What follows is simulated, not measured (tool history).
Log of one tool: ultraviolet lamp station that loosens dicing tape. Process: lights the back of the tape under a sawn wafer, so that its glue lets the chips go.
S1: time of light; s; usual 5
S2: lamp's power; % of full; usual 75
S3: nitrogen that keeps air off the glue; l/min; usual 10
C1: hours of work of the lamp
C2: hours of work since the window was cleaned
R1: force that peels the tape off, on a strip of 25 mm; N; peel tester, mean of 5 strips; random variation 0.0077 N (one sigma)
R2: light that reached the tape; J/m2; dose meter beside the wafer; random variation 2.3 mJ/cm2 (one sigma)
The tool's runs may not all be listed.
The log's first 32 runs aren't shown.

run 33 hour=1206.1 | S1=9 S2=91 S3=6 | C1=170 C2=383 | R1=0.214 R2=4360
run 34 hour=1233.1 | S1=9 S2=76 S3=6 | C1=182 C2=395 | R1=0.242 R2=3680
run 35 hour=1274.5 | S1=9 S2=76 S3=6 | C1=200 C2=414 | R1=0.255 R2=3590
run 36 hour=1302.3 | S1=4 S2=86 S3=6 | C1=213 C2=426 | R1=0.577 R2=1810
run 37 hour=1326.3 | S1=5 S2=61 S3=10 | C1=223 C2=437 | R1=0.517 R2=1580
run 38 hour=1365.3 | S1=3 S2=86 S3=4 | C1=241 C2=454 | R1=1.269 R2=1310
run 39 hour=1412.9 | S1=3 S2=86 S3=4 | C1=262 C2=476 | R1=1.267 R2=1350
run 40 hour=1456.0 | S1=2 S2=75 S3=4 | C1=281 C2=495 | R1=2.322 R2=790
run 41 hour=1491.6 | S1=8 S2=75 S3=15 | C1=297 C2=511 | R1=0.230 R2=3020
run 42 hour=1541.3 | S1=8 S2=75 S3=15 | C1=319 C2=533 | R1=0.236 R2=2920
run 43 hour=1569.5 | S1=4 S2=87 S3=6 | C1=332 C2=545 | R1=0.684 R2=1690

3 ways to go on from here, each from the tool as it stands after run 43. What would each give?
run A hour=1610.7 | S1=10 S2=78 S3=5 | C1=350 C2=564 | R1=? R2=?
run B hour=1610.7 | S1=4 S2=75 S3=4 | C1=350 C2=564 | R1=? R2=?
run C hour=1610.7 | S1=3 S2=78 S3=3 | C1=350 C2=564 | R1=? R2=?

run=A R1=0.264 R2=3710
run=B R1=1.146 R2=1440
run=C R1=1.809 R2=1100
Without the tool's hidden state the same runs would have given:
run=A R1=0.230 R2=5030
run=B R1=0.731 R2=1940
run=C R1=1.274 R2=1490

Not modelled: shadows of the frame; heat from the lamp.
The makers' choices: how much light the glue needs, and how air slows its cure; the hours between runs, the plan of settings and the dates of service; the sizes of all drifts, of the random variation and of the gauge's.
